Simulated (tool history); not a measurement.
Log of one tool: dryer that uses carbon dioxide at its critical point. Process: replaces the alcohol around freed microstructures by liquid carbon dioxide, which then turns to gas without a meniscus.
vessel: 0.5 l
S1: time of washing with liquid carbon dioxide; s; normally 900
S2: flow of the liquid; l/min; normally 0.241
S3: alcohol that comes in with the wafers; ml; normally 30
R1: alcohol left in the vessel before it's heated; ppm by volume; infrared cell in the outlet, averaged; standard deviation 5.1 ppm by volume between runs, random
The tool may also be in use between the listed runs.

{"run": 1, "hour": 0.0, "S1": 900, "S2": 0.241, "S3": 30, "R1": 268}
{"run": 2, "hour": 21.3, "S1": 900, "S2": 0.313, "S3": 30, "R1": 163}
{"run": 3, "hour": 36.6, "S1": 900, "S2": 0.313, "S3": 30, "R1": 172}
{"hour": 49.1, "done": "inlet filter changed"}
{"run": 4, "hour": 57.4, "S1": 900, "S2": 0.313, "S3": 30, "R1": 155}
{"run": 5, "hour": 77.9, "S1": 900, "S2": 0.313, "S3": 30, "R1": 163}
{"run": 6, "hour": 91.4, "S1": 900, "S2": 0.241, "S3": 119, "R1": 438}
{"run": 7, "hour": 107.6, "S1": 900, "S2": 0.241, "S3": 119, "R1": 461}
{"run": 8, "hour": 120.6, "S1": 1080, "S2": 0.241, "S3": 30, "R1": 186}
{"run": 9, "hour": 142.9, "S1": 900, "S2": 0.241, "S3": 27, "R1": 237}
{"run": 10, "hour": 162.6, "S1": 900, "S2": 0.241, "S3": 27, "R1": 246}
{"run": 11, "hour": 179.2, "S1": 900, "S2": 0.39, "S3": 30, "R1": 170}
{"run": 12, "hour": 202.5, "S1": 900, "S2": 0.39, "S3": 30, "R1": 172}
{"run": 13, "hour": 222.0, "S1": 900, "S2": 0.39, "S3": 30, "R1": 184}
{"run": 14, "hour": 245.6, "S1": 900, "S2": 0.39, "S3": 30, "R1": 183}
{"run": 15, "hour": 265.7, "S1": 900, "S2": 0.229, "S3": 30, "R1": 297}
{"run": 16, "hour": 287.2, "S1": 900, "S2": 0.229, "S3": 30, "R1": 318}
{"run": 17, "hour": 298.4, "S1": 900, "S2": 0.241, "S3": 30, "R1": 278}
{"run": 18, "hour": 322.2, "S1": 900, "S2": 0.241, "S3": 30, "R1": 284}
{"run": 19, "hour": 348.2, "S1": 720, "S2": 0.241, "S3": 38, "R1": 634}
{"run": 20, "hour": 365.2, "S1": 720, "S2": 0.241, "S3": 38, "R1": 648}
{"run": 21, "hour": 383.4, "S1": 720, "S2": 0.241, "S3": 38, "R1": 634}
{"run": 22, "hour": 402.0, "S1": 660, "S2": 0.241, "S3": 30, "R1": 772}
{"run": 23, "hour": 414.8, "S1": 660, "S2": 0.241, "S3": 30, "R1": 743}
{"run": 24, "hour": 428.2, "S1": 660, "S2": 0.241, "S3": 30, "R1": 777}
{"run": 25, "hour": 440.6, "S1": 900, "S2": 0.197, "S3": 30, "R1": 531}
{"run": 26, "hour": 457.9, "S1": 960, "S2": 0.329, "S3": 40, "R1": 236}
{"run": 27, "hour": 481.6, "S1": 900, "S2": 0.241, "S3": 89, "R1": 528}
{"run": 28, "hour": 504.6, "S1": 900, "S2": 0.241, "S3": 89, "R1": 549}
{"run": 29, "hour": 517.5, "S1": 840, "S2": 0.241, "S3": 117, "R1": 855}
{"run": 30, "hour": 531.0, "S1": 660, "S2": 0.202, "S3": 42, "R1": 1907}
{"run": 31, "hour": 544.9, "S1": 600, "S2": 0.241, "S3": 24, "R1": 932}
{"run": 32, "hour": 560.3, "S1": 1080, "S2": 0.38, "S3": 30, "R1": 229}
{"run": 33, "hour": 581.6, "S1": 1080, "S2": 0.241, "S3": 34, "R1": 283}
{"run": 34, "hour": 607.4, "S1": 960, "S2": 0.241, "S3": 30, "R1": 323}
{"run": 35, "hour": 622.0, "S1": 1080, "S2": 0.231, "S3": 34, "R1": 304}
{"run": 36, "hour": 640.4, "S1": 1080, "S2": 0.351, "S3": 107, "R1": 257}

Branching from run 36: 4 alternative next runs. What would each branch give?
{"run": "A", "hour": 653.8, "S1": 900, "S2": 0.172, "S3": 89, "R1": "?"}
{"run": "B", "hour": 653.8, "S1": 840, "S2": 0.238, "S3": 84, "R1": "?"}
{"run": "C", "hour": 653.8, "S1": 900, "S2": 0.395, "S3": 37, "R1": "?"}
{"run": "D", "hour": 653.8, "S1": 660, "S2": 0.204, "S3": 45, "R1": "?"}

run=A R1=2211
run=B R1=800
run=C R1=264
run=D R1=2103
Stripped of hidden state, with their random variation kept, the same runs would have yielded:
run=A R1=1260
run=B R1=319
run=C R1=15
run=D R1=1270
